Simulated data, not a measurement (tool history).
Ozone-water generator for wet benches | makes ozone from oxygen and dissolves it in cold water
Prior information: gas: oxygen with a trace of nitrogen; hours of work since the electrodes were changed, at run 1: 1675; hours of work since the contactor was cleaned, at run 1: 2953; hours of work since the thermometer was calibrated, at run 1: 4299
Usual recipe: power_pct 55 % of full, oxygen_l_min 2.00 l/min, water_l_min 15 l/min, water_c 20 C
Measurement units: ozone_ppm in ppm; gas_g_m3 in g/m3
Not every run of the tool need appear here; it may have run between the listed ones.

| run | day | power_pct | oxygen_l_min | water_l_min | water_c | hours of work since the electrodes were changed | hours of work since the contactor was cleaned | hours of work since the thermometer was calibrated | ozone_ppm | gas_g_m3 |
|---|---|---|---|---|---|---|---|---|---|---|
| 1 | 0.000 | 55 | 2.00 | 15 | 20 | 1675 | 2953 | 4299 | 6.6 | 116.3 |
| 2 | 1.929 | 55 | 2.00 | 15 | 20 | 1718 | 2997 | 4343 | 6.5 | 115.4 |
| 3 | 2.758 | 55 | 2.00 | 15 | 20 | 1737 | 3016 | 4362 | 6.3 | 114.2 |
| 4 | 3.629 | 55 | 2.00 | 15 | 20 | 1757 | 3036 | 4382 | 6.4 | 115.3 |
| 5 | 5.029 | 63 | 2.00 | 15 | 20 | 1789 | 3068 | 4414 | 7.1 | 126.8 |
| 6 | 6.162 | 55 | 2.00 | 15 | 20 | 1815 | 3094 | 4440 | 6.3 | 115.0 |
| 7 | 7.654 | 74 | 2.00 | 15 | 20 | 1849 | 3128 | 4474 | 7.6 | 140.3 |
| 8 | 9.254 | 55 | 2.00 | 14 | 20 | 1886 | 3164 | 4510 | 6.8 | 115.9 |
| 9 | 11.042 | 55 | 2.00 | 14 | 20 | 1927 | 3205 | 4551 | 6.9 | 116.4 |
| 10 | 11.925 | 55 | 2.00 | 22 | 20 | 1947 | 3225 | 4571 | 4.6 | 116.0 |
| 11 | 13.600 | 55 | 2.00 | 15 | 20 | 1985 | 3264 | 4610 | 6.2 | 115.4 |
| 12 | 14.588 | 46 | 2.23 | 19 | 15 | 2007 | 3286 | 4632 | 4.7 | 96.1 |
| 13 | 16.033 | 46 | 2.23 | 19 | 15 | 2040 | 3319 | 4665 | 4.9 | 97.2 |

Run 14 is up next; what results do you expect?
| 14 | 17.038 | 64 | 3.52 | 19 | 24 | 2063 | 3342 | 4688 | ? | ? |

Logged for run 14: ozone_ppm 5.8 ppm, gas_g_m3 94.3 g/m3.
Take away the tool's hidden state, keep the run-to-run variation as it was, and the same run would have given ozone_ppm 6.3 ppm, gas_g_m3 97.6 g/m3.
